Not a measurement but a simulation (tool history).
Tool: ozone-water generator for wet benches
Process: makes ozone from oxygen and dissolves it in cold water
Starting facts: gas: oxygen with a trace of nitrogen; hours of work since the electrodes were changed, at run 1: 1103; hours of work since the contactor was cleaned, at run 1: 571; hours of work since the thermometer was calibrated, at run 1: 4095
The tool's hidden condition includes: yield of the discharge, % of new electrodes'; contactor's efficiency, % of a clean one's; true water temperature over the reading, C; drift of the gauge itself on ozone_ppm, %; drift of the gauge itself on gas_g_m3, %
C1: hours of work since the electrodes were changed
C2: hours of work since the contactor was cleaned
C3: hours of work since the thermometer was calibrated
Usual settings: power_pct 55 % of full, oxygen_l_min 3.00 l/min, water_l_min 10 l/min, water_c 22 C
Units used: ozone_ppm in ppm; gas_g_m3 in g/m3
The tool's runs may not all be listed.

run 1 hour=0.0 | power_pct=55 oxygen_l_min=3.00 water_l_min=10 water_c=22 | C1=1103 C2=571 C3=4095 | ozone_ppm=23.3 gas_g_m3=208.1
run 2 hour=21.4 | power_pct=55 oxygen_l_min=3.00 water_l_min=10 water_c=22 | C1=1125 C2=592 C3=4116 | ozone_ppm=23.6 gas_g_m3=209.2
run 3 hour=54.0 | power_pct=55 oxygen_l_min=3.00 water_l_min=10 water_c=22 | C1=1157 C2=625 C3=4149 | ozone_ppm=23.4 gas_g_m3=209.8
run 4 hour=90.3 | power_pct=55 oxygen_l_min=3.00 water_l_min=10 water_c=22 | C1=1193 C2=661 C3=4185 | ozone_ppm=23.5 gas_g_m3=212.5
run 5 hour=114.5 | power_pct=55 oxygen_l_min=3.00 water_l_min=10 water_c=22 | C1=1218 C2=685 C3=4209 | ozone_ppm=23.6 gas_g_m3=210.3
run 6 hour=138.4 | power_pct=55 oxygen_l_min=3.00 water_l_min=10 water_c=22 | C1=1241 C2=709 C3=4233 | ozone_ppm=23.1 gas_g_m3=211.0
run 7 hour=161.3 | power_pct=55 oxygen_l_min=3.00 water_l_min=10 water_c=22 | C1=1264 C2=732 C3=4256 | ozone_ppm=23.3 gas_g_m3=209.4
run 8 hour=184.9 | power_pct=55 oxygen_l_min=3.00 water_l_min=10 water_c=22 | C1=1288 C2=755 C3=4279 | ozone_ppm=23.5 gas_g_m3=212.9
run 9 hour=218.8 | power_pct=55 oxygen_l_min=3.00 water_l_min=10 water_c=22 | C1=1322 C2=789 C3=4313 | ozone_ppm=23.2 gas_g_m3=210.8
run 10 hour=245.5 | power_pct=55 oxygen_l_min=3.00 water_l_min=10 water_c=22 | C1=1348 C2=816 C3=4340 | ozone_ppm=23.5 gas_g_m3=211.7
run 11 hour=263.1 | power_pct=55 oxygen_l_min=3.00 water_l_min=10 water_c=22 | C1=1366 C2=833 C3=4357 | ozone_ppm=23.4 gas_g_m3=211.0
run 12 hour=298.8 | power_pct=55 oxygen_l_min=3.00 water_l_min=10 water_c=22 | C1=1401 C2=869 C3=4393 | ozone_ppm=23.3 gas_g_m3=211.7
run 13 hour=318.1 | power_pct=55 oxygen_l_min=3.00 water_l_min=10 water_c=22 | C1=1421 C2=888 C3=4412 | ozone_ppm=23.5 gas_g_m3=211.3
run 14 hour=334.6 | power_pct=55 oxygen_l_min=3.00 water_l_min=10 water_c=22 | C1=1437 C2=904 C3=4429 | ozone_ppm=23.4 gas_g_m3=212.1
run 15 hour=368.3 | power_pct=55 oxygen_l_min=3.00 water_l_min=10 water_c=22 | C1=1471 C2=938 C3=4462 | ozone_ppm=23.3 gas_g_m3=213.5
run 16 hour=402.6 | power_pct=55 oxygen_l_min=4.23 water_l_min=10 water_c=22 | C1=1505 C2=972 C3=4496 | ozone_ppm=24.2 gas_g_m3=188.4
run 17 hour=422.7 | power_pct=55 oxygen_l_min=1.84 water_l_min=6 water_c=22 | C1=1525 C2=992 C3=4517 | ozone_ppm=32.0 gas_g_m3=250.7
run 18 hour=447.3 | power_pct=64 oxygen_l_min=3.51 water_l_min=7 water_c=22 | C1=1550 C2=1017 C3=4541 | ozone_ppm=34.0 gas_g_m3=229.8
run 19 hour=468.4 | power_pct=64 oxygen_l_min=4.31 water_l_min=7 water_c=23 | C1=1571 C2=1038 C3=4562 | ozone_ppm=33.5 gas_g_m3=212.5
run 20 hour=500.6 | power_pct=64 oxygen_l_min=4.31 water_l_min=7 water_c=23 | C1=1603 C2=1070 C3=4594 | ozone_ppm=33.1 gas_g_m3=211.1
run 21 hour=522.7 | power_pct=64 oxygen_l_min=4.31 water_l_min=7 water_c=23 | C1=1625 C2=1092 C3=4616 | ozone_ppm=33.4 gas_g_m3=212.1
run 22 hour=538.3 | power_pct=43 oxygen_l_min=3.40 water_l_min=9 water_c=14 | C1=1640 C2=1108 C3=4632 | ozone_ppm=24.6 gas_g_m3=168.8
run 23 hour=574.0 | power_pct=43 oxygen_l_min=3.40 water_l_min=9 water_c=14 | C1=1676 C2=1143 C3=4667 | ozone_ppm=24.3 gas_g_m3=171.5
run 24 hour=607.2 | power_pct=51 oxygen_l_min=1.61 water_l_min=10 water_c=15 | C1=1709 C2=1176 C3=4701 | ozone_ppm=20.8 gas_g_m3=248.4
run 25 hour=641.3 | power_pct=51 oxygen_l_min=1.61 water_l_min=10 water_c=15 | C1=1743 C2=1210 C3=4735 | ozone_ppm=21.0 gas_g_m3=249.5
run 26 hour=660.8 | power_pct=51 oxygen_l_min=1.61 water_l_min=10 water_c=15 | C1=1763 C2=1230 C3=4754 | ozone_ppm=20.9 gas_g_m3=248.8
run 27 hour=679.3 | power_pct=51 oxygen_l_min=1.61 water_l_min=10 water_c=15 | C1=1781 C2=1248 C3=4773 | ozone_ppm=20.8 gas_g_m3=248.7
run 28 hour=694.9 | power_pct=55 oxygen_l_min=3.14 water_l_min=10 water_c=16 | C1=1797 C2=1264 C3=4788 | ozone_ppm=25.7 gas_g_m3=212.4
-- hour=705.3 gauge calibrated
run 29 hour=729.0 | power_pct=55 oxygen_l_min=3.14 water_l_min=10 water_c=16 | C1=1831 C2=1298 C3=4822 | ozone_ppm=26.1 gas_g_m3=206.9
run 30 hour=746.6 | power_pct=55 oxygen_l_min=3.14 water_l_min=10 water_c=16 | C1=1848 C2=1315 C3=4840 | ozone_ppm=25.8 gas_g_m3=205.8
run 31 hour=778.6 | power_pct=55 oxygen_l_min=3.14 water_l_min=10 water_c=16 | C1=1880 C2=1347 C3=4871 | ozone_ppm=26.0 gas_g_m3=206.3
run 32 hour=811.2 | power_pct=55 oxygen_l_min=2.68 water_l_min=10 water_c=22 | C1=1913 C2=1380 C3=4904 | ozone_ppm=23.2 gas_g_m3=217.6

Consider 3 possible next runs. They are alternatives, not a sequence: every one starts from the tool as it was left by run 32. What does each give?
run A hour=829.0 | power_pct=55 oxygen_l_min=4.51 water_l_min=10 water_c=28 | C1=1930 C2=1398 C3=4922 | ozone_ppm=? gas_g_m3=?
run B hour=829.0 | power_pct=88 oxygen_l_min=3.00 water_l_min=10 water_c=22 | C1=1930 C2=1398 C3=4922 | ozone_ppm=? gas_g_m3=?
run C hour=829.0 | power_pct=55 oxygen_l_min=3.00 water_l_min=6 water_c=20 | C1=1930 C2=1398 C3=4922 | ozone_ppm=? gas_g_m3=?

run=A ozone_ppm=21.7 gas_g_m3=183.9
run=B ozone_ppm=33.7 gas_g_m3=303.3
run=C ozone_ppm=34.1 gas_g_m3=211.0
What these runs would have given with no unlogged condition in the tool:
run=A ozone_ppm=21.7 gas_g_m3=183.0
run=B ozone_ppm=33.8 gas_g_m3=301.9
run=C ozone_ppm=34.1 gas_g_m3=210.0
